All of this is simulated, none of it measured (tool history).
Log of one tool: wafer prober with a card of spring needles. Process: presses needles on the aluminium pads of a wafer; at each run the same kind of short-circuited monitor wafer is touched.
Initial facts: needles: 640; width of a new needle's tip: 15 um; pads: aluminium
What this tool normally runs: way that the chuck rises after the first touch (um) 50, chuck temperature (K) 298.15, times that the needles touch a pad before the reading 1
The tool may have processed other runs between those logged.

| run | hour | way that the chuck rises after the first touch (um) | chuck temperature (K) | times that the needles touch a pad before the reading | resistance of one needle with its contact and lead (mohm) | way that a needle slides on the pad (um) |
|---|---|---|---|---|---|---|
| 1 | 0.0 | 50 | 298.15 | 1 | 446 | 9.51 |
| 2 | 7.6 | 47 | 298.15 | 1 | 544 | 8.95 |
| 3 | 13.6 | 54 | 298.15 | 1 | 481 | 10.29 |
|  | 19.2 | tips cleaned on abrasive film |
| 4 | 20.0 | 54 | 298.15 | 1 | 219 | 10.28 |
| 5 | 24.1 | 50 | 298.15 | 1 | 316 | 9.51 |
| 6 | 31.9 | 50 | 298.15 | 1 | 427 | 9.49 |
| 7 | 36.8 | 50 | 298.15 | 1 | 478 | 9.53 |
| 8 | 41.5 | 50 | 298.15 | 2 | 380 | 9.51 |
| 9 | 47.7 | 50 | 298.15 | 2 | 388 | 9.49 |
|  | 52.6 | tips cleaned on abrasive film |
| 10 | 55.2 | 53 | 298.15 | 2 | 232 | 10.08 |
| 11 | 64.0 | 53 | 298.15 | 2 | 309 | 10.05 |
| 12 | 72.8 | 53 | 298.15 | 2 | 352 | 10.08 |
| 13 | 81.4 | 50 | 298.15 | 1 | 539 | 9.51 |
|  | 85.3 | tips cleaned on abrasive film |
| 14 | 89.2 | 50 | 298.15 | 1 | 313 | 9.50 |
| 15 | 94.4 | 50 | 298.15 | 1 | 400 | 9.47 |
| 16 | 98.6 | 57 | 298.15 | 1 | 384 | 10.85 |
| 17 | 105.5 | 57 | 298.15 | 1 | 426 | 10.82 |
| 18 | 109.5 | 49 | 300.15 | 1 | 546 | 9.28 |
| 19 | 116.3 | 41 | 309.15 | 2 | 503 | 7.79 |
|  | 118.1 | tips cleaned on abrasive film |
| 20 | 124.6 | 58 | 344.15 | 2 | 261 | 11.02 |

Run 21 has not been measured yet. What should we expect?
| 21 | 132.1 | 52 | 382.15 | 1 | ? | ? |

Run 21 came out at resistance of one needle with its contact and lead (mohm) 418, way that a needle slides on the pad (um) 9.87.
The same run, on a tool lacking any hidden state, would have yielded resistance of one needle with its contact and lead (mohm) 205, way that a needle slides on the pad (um) 9.94.
